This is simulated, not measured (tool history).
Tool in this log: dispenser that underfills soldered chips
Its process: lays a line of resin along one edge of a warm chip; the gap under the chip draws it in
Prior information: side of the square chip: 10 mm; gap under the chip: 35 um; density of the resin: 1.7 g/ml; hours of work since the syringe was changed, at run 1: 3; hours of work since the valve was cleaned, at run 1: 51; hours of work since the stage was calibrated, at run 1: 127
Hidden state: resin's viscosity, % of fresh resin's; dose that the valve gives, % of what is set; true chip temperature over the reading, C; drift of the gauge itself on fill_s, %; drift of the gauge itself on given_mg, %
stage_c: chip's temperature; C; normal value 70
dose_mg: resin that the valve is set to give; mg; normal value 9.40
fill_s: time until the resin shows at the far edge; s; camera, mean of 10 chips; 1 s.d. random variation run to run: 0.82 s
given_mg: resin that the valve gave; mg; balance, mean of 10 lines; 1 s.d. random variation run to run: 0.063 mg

| run | hour | stage_c | dose_mg | hours of work since the syringe was changed | hours of work since the valve was cleaned | hours of work since the stage was calibrated | fill_s | given_mg |
|---|---|---|---|---|---|---|---|---|
| 1 | 0.0 | 70 | 9.40 | 3 | 51 | 127 | 87.7 | 8.99 |
| 2 | 4.9 | 77 | 9.40 | 6 | 54 | 130 | 74.5 | 9.02 |
|  | 7.8 | new syringe of resin |
| 3 | 9.7 | 77 | 9.40 | 1 | 57 | 134 | 60.5 | 9.01 |
| 4 | 14.1 | 59 | 9.40 | 4 | 60 | 137 | 145.2 | 8.99 |
| 5 | 17.3 | 59 | 9.40 | 6 | 62 | 139 | 160.3 | 8.93 |
|  | 20.5 | new syringe of resin |
| 6 | 21.8 | 60 | 9.40 | 1 | 65 | 142 | 116.1 | 8.94 |
| 7 | 26.4 | 70 | 9.40 | 4 | 68 | 145 | 88.2 | 8.85 |
| 8 | 30.8 | 70 | 9.40 | 7 | 71 | 148 | 97.4 | 8.88 |
|  | 33.2 | new syringe of resin |
| 9 | 33.2 | 70 | 9.40 | 0 | 73 | 149 | 74.5 | 8.91 |
| 10 | 35.9 | 70 | 9.40 | 2 | 74 | 151 | 80.9 | 8.77 |
| 11 | 40.0 | 70 | 9.40 | 5 | 77 | 154 | 89.3 | 8.82 |
| 12 | 44.0 | 70 | 9.40 | 7 | 80 | 156 | 100.2 | 8.80 |
|  | 45.7 | new syringe of resin |
| 13 | 47.4 | 70 | 9.40 | 1 | 82 | 158 | 78.3 | 8.71 |
| 14 | 49.4 | 70 | 9.40 | 2 | 83 | 160 | 83.8 | 8.89 |
| 15 | 52.4 | 70 | 9.40 | 5 | 85 | 162 | 91.4 | 8.77 |
| 16 | 56.7 | 70 | 9.40 | 7 | 88 | 165 | 100.8 | 8.70 |
|  | 58.4 | new syringe of resin |
| 17 | 60.8 | 70 | 9.40 | 2 | 91 | 167 | 80.0 | 8.77 |
| 18 | 64.8 | 57 | 9.40 | 4 | 94 | 170 | 158.9 | 8.71 |
| 19 | 68.7 | 76 | 9.27 | 7 | 96 | 173 | 79.1 | 8.57 |
|  | 71.0 | new syringe of resin |
| 20 | 72.1 | 72 | 12.16 | 1 | 98 | 175 | 69.8 | 11.24 |
| 21 | 74.9 | 83 | 10.92 | 3 | 100 | 177 | 48.2 | 10.10 |
| 22 | 78.6 | 62 | 11.42 | 5 | 103 | 179 | 128.8 | 10.49 |
| 23 | 83.0 | 78 | 9.94 | 8 | 106 | 182 | 75.9 | 9.09 |
|  | 83.5 | new syringe of resin |
| 24 | 86.1 | 68 | 11.01 | 2 | 108 | 184 | 87.4 | 10.04 |

Run 25 is up next; what results do you expect?
| 25 | 90.8 | 79 | 11.36 | 5 | 111 | 187 | ? | ? |

fill_s: 62.5 s
given_mg: 10.36 mg
If the tool had no hidden condition, the same run with the same run-to-run variation would have returned fill_s 51.2 s, given_mg 11.36 mg.
